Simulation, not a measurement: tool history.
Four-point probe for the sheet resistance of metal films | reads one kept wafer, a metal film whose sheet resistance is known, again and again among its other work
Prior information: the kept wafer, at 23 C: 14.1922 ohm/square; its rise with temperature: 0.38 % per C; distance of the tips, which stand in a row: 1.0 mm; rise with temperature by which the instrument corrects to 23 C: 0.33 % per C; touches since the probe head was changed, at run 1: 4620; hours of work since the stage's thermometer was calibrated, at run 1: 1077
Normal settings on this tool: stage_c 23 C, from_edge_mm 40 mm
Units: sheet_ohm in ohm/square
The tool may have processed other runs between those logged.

| run | day | stage_c | from_edge_mm | touches since the probe head was changed | hours of work since the stage's thermometer was calibrated | sheet_ohm |
|---|---|---|---|---|---|---|
| 1 | 0 | 23 | 40 | 4620 | 1077 | 14.252324 |
| 2 | 1.467 | 23 | 40 | 5934 | 1100 | 14.244433 |
| 3 | 2.504 | 23 | 40 | 6866 | 1115 | 14.2511 |
| 4 | 3.458 | 23 | 40 | 7721 | 1130 | 14.243026 |
| 5 | 4.417 | 23 | 40 | 8581 | 1144 | 14.239646 |
| 6 | 5.938 | 30 | 40 | 9943 | 1167 | 14.293723 |
| 7 | 7.829 | 30 | 40 | 11638 | 1196 | 14.292506 |
| 8 | 9.683 | 30 | 40 | 13302 | 1224 | 14.293337 |
| 9 | 11.121 | 30 | 40 | 14589 | 1246 | 14.293847 |
| 10 | 13.092 | 30 | 40 | 16355 | 1276 | 14.285004 |
| 11 | 14.804 | 30 | 40 | 17893 | 1302 | 14.281963 |
| 12 | 16.842 | 30 | 40 | 19718 | 1333 | 14.284678 |
| 13 | 18.1 | 30 | 40 | 20847 | 1352 | 14.287591 |
| 14 | 20.108 | 23 | 40 | 22648 | 1382 | 14.227106 |
| 15 | 21.408 | 23 | 40 | 23813 | 1402 | 14.227218 |
| 16 | 23.625 | 23 | 40 | 25801 | 1436 | 14.225147 |
| 17 | 24.7 | 23 | 4 | 26762 | 1452 | 14.686665 |
| 18 | 26.704 | 23 | 40 | 28562 | 1482 | 14.216281 |
| 19 | 28.342 | 23 | 40 | 30029 | 1507 | 14.220639 |
| 20 | 29.392 | 23 | 40 | 30971 | 1523 | 14.219154 |
| 21 | 31.442 | 23 | 40 | 32806 | 1554 | 14.224422 |
| 22 | 32.588 | 23 | 40 | 33835 | 1572 | 14.217516 |
| 23 | 33.862 | 23 | 8 | 34978 | 1591 | 14.327654 |
| 24 | 34.933 | 23 | 21 | 35936 | 1607 | 14.228014 |
| 25 | 35.983 | 26 | 64 | 36878 | 1623 | 14.232845 |
| 26 | 36.946 | 34 | 40 | 37740 | 1638 | 14.29623 |
| 27 | 37.862 | 34 | 40 | 38563 | 1652 | 14.29164 |
| 28 | 39.717 | 35 | 8 | 40227 | 1680 | 14.416793 |
| 29 | 41.304 | 20 | 26 | 41650 | 1704 | 14.190873 |
| 30 | 43.229 | 34 | 68 | 43374 | 1733 | 14.285484 |
| 31 | 45.308 | 34 | 73 | 45237 | 1764 | 14.286094 |
| 32 | 46.779 | 34 | 73 | 46556 | 1787 | 14.285336 |
| 33 | 47.821 | 35 | 48 | 47492 | 1803 | 14.28809 |
| 34 | 49.117 | 35 | 48 | 48651 | 1822 | 14.290339 |
| 35 | 50.579 | 35 | 48 | 49965 | 1844 | 14.292527 |
| 36 | 52.629 | 35 | 48 | 51800 | 1875 | 14.285294 |
| 37 | 54.217 | 28 | 4 | 53224 | 1900 | 14.69423 |
| 38 | 56.312 | 28 | 4 | 55103 | 1931 | 14.694826 |
| 39 | 58.171 | 23 | 13 | 56768 | 1959 | 14.237905 |
| 40 | 59.208 | 23 | 13 | 57699 | 1975 | 14.233591 |
| 41 | 60.208 | 23 | 13 | 58596 | 1990 | 14.236873 |
| 42 | 61.221 | 22 | 11 | 59505 | 2006 | 14.244895 |
| 43 | 62.921 | 28 | 17 | 61029 | 2032 | 14.250575 |
| 44 | 63.829 | 26 | 68 | 61844 | 2045 | 14.212924 |
| 45 | 66.033 | 26 | 68 | 63819 | 2079 | 14.208008 |
| 46 | 68.242 | 27 | 23 | 65798 | 2112 | 14.222666 |

The same runs without the tool's hidden state, with the same run-to-run variation:
The hidden state here: inner tips' distance over the nominal, %; tips' flats over new ones', %; wafer's true temperature over the reading, C; drift of the gauge itself on sheet_ohm, %.
| run | sheet_ohm |
|---|---|
| 1 | 14.201301 |
| 2 | 14.194792 |
| 3 | 14.202347 |
| 4 | 14.195289 |
| 5 | 14.192807 |
| 6 | 14.248336 |
| 7 | 14.248873 |
| 8 | 14.251297 |
| 9 | 14.253131 |
| 10 | 14.246204 |
| 11 | 14.244749 |
| 12 | 14.249372 |
| 13 | 14.253403 |
| 14 | 14.194492 |
| 15 | 14.19572 |
| 16 | 14.195677 |
| 17 | 14.657269 |
| 18 | 14.189749 |
| 19 | 14.195663 |
| 20 | 14.195132 |
| 21 | 14.202159 |
| 22 | 14.19623 |
| 23 | 14.307378 |
| 24 | 14.208801 |
| 25 | 14.214629 |
| 26 | 14.279179 |
| 27 | 14.275423 |
| 28 | 14.402182 |
| 29 | 14.177159 |
| 30 | 14.27421 |
| 31 | 14.276783 |
| 32 | 14.277329 |
| 33 | 14.280887 |
| 34 | 14.284301 |
| 35 | 14.28782 |
| 36 | 14.282587 |
| 37 | 14.692489 |
| 38 | 14.695012 |
| 39 | 14.239573 |
| 40 | 14.236305 |
| 41 | 14.240469 |
| 42 | 14.249279 |
| 43 | 14.25694 |
| 44 | 14.219851 |
| 45 | 14.217069 |
| 46 | 14.233829 |

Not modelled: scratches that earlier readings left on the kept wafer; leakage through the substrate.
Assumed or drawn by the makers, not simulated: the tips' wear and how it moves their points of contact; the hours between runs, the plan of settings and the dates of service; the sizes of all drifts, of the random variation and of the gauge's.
